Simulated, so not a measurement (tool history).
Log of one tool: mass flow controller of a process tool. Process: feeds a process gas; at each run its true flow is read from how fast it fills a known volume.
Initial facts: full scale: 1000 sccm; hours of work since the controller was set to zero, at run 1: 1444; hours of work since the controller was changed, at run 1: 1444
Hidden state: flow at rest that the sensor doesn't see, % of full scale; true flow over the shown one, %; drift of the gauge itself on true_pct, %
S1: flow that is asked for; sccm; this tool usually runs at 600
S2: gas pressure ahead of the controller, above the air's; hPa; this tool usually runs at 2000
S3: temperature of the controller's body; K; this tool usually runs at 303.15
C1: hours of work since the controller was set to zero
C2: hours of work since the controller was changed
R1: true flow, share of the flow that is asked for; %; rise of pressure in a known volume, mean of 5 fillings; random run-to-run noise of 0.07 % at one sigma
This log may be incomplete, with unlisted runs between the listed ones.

run	hour	S1	S2	S3	C1	C2	R1
1	0	600	2000	303.15	1444	1444	98.33
2	360.1	600	2000	303.15	1732	1732	98.08
3	726.2	600	2000	303.15	2024	2024	97.75
4	1118.1	600	2000	303.15	2338	2338	97.47
5	1311.5	600	2000	303.15	2492	2492	97.56
6	1531.9	600	2000	303.15	2668	2668	97.38
7	1780.5	600	2000	303.15	2867	2867	97.12
8	2126	600	1720	303.15	3144	3144	97.23
9	2531.8	600	1720	303.15	3468	3468	96.75
10	2837.2	600	1720	303.15	3712	3712	96.64
11	3295.5	600	1720	303.15	4079	4079	96.26
12	3520.9	600	1720	303.15	4259	4259	96.35
13	3894.5	600	1720	303.15	4557	4557	95.99
14	4139.4	600	1720	303.15	4753	4753	95.85
15	4581.7	600	1720	303.15	5107	5107	95.68
# hour 4619.9: controller's zero set anew
16	4884	625	2000	303.15	211	5348	94.93
# hour 4954.7: controller exchanged for a calibrated one
17	5234.7	625	2000	303.15	224	224	99.09
18	5432.5	625	2000	303.15	382	382	98.74
19	5670.3	688	2000	303.15	572	572	98.9
20	6102.5	600	2000	303.15	918	918	98.5
21	6493.4	600	2130	312.15	1230	1230	97.37
# hour 6749.5: controller's zero set anew, once more
22	6837.2	600	2130	312.15	70	1505	97.39
23	7049.1	176	2130	312.15	240	1674	96.61
24	7459.9	176	1870	303.15	568	2003	97.04
25	7754.3	176	1870	304.15	803	2238	96.58
26	8162.9	314	2000	303.15	1130	2565	96.82
27	8533.4	314	2000	303.15	1426	2861	96.52
28	8864.6	119	2310	305.15	1691	3126	94.36
29	9231	417	1990	305.15	1984	3419	96.08
30	9488.8	715	2130	293.15	2190	3625	97.51
31	9801.7	857	2000	294.15	2440	3875	97.53
32	10074.6	857	2000	294.15	2658	4093	97.29
33	10527.7	857	2000	294.15	3021	4455	97.14
34	10945.3	857	2000	294.15	3355	4789	96.86
35	11366.3	246	1740	303.15	3691	5126	93.7
36	11553.2	246	1740	303.15	3841	5275	93.71
# hour 11715.7: controller exchanged for a calibrated one
37	11969.1	426	1740	303.15	203	203	99.14
38	12177.8	107	1720	299.15	370	370	98.71
39	12555.9	240	1630	299.15	672	672	98.68

Measured result minus the same run's result without the hidden state. Both carry the same run-to-run variation, though not necessarily the same gauge scatter:
run	R1
1	-0.9
2	-1.11
3	-1.35
4	-1.59
5	-1.72
6	-1.86
7	-2.01
8	-2.23
9	-2.5
10	-2.68
11	-2.96
12	-3.11
13	-3.35
14	-3.49
15	-3.78
16	-4.29
17	-0.15
18	-0.29
19	-0.43
20	-0.71
21	-0.94
22	-0.91
23	-1.32
24	-1.77
25	-2.07
26	-2.03
27	-2.33
28	-3.92
29	-2.63
30	-2.51
31	-2.63
32	-2.8
33	-3.05
34	-3.28
35	-5
36	-5.17
37	+0.1
38	-0.37
39	-0.46
